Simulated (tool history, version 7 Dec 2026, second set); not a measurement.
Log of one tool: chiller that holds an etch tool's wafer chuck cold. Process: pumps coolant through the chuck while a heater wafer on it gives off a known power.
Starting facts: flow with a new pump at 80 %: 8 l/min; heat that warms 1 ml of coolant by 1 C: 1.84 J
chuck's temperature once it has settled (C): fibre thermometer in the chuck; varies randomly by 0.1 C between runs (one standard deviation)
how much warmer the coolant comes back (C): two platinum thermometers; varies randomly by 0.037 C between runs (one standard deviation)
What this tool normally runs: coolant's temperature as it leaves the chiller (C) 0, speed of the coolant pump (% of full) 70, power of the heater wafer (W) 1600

| run | hour | coolant's temperature as it leaves the chiller (C) | speed of the coolant pump (% of full) | power of the heater wafer (W) | chuck's temperature once it has settled (C) | how much warmer the coolant comes back (C) |
|---|---|---|---|---|---|---|
| 1 | 0.0 | 0 | 70 | 1600 | 16.8 | 7.49 |
| 2 | 74.2 | 0 | 70 | 1600 | 16.9 | 7.49 |
| 3 | 138.0 | 1 | 70 | 1600 | 17.9 | 7.63 |
| 4 | 172.7 | 1 | 70 | 1600 | 17.8 | 7.52 |
| 5 | 251.1 | 1 | 70 | 1600 | 17.9 | 7.55 |
| 6 | 332.9 | -5 | 100 | 861 | 2.1 | 2.85 |
| 7 | 368.6 | -5 | 100 | 861 | 2.3 | 2.82 |
|  | 381.2 | coolant pump overhauled |
| 8 | 421.2 | -1 | 60 | 976 | 10.4 | 5.39 |
| 9 | 467.8 | 0 | 70 | 1092 | 11.6 | 5.19 |
| 10 | 508.6 | -3 | 70 | 802 | 5.5 | 3.78 |

For some of the steps in chuck's temperature once it has settled (C) from one run to the next: how much would appear even if the tool had no hidden state, given the settings, what came in and random variation, and how much remains for the hidden state plus any gauge scatter that the measured result and the result without hidden state don't share?
Hidden state at play: heat passed by the chuck's channels, % of clean ones'; flow at a given pump speed, % of a new pump's; coolant's true temperature over the reading, C; drift of the gauge itself on chuck_c, C; drift of the gauge itself on warmer_back_c, C.
Run 5 -> 6: coolant's temperature as it leaves the chiller (C) 1 -> -5, speed of the coolant pump (% of full) 70 -> 100, power of the heater wafer (W) 1600 -> 861. chuck's temperature once it has settled (C) -15.8: hidden state -0.5, all else -15.3.
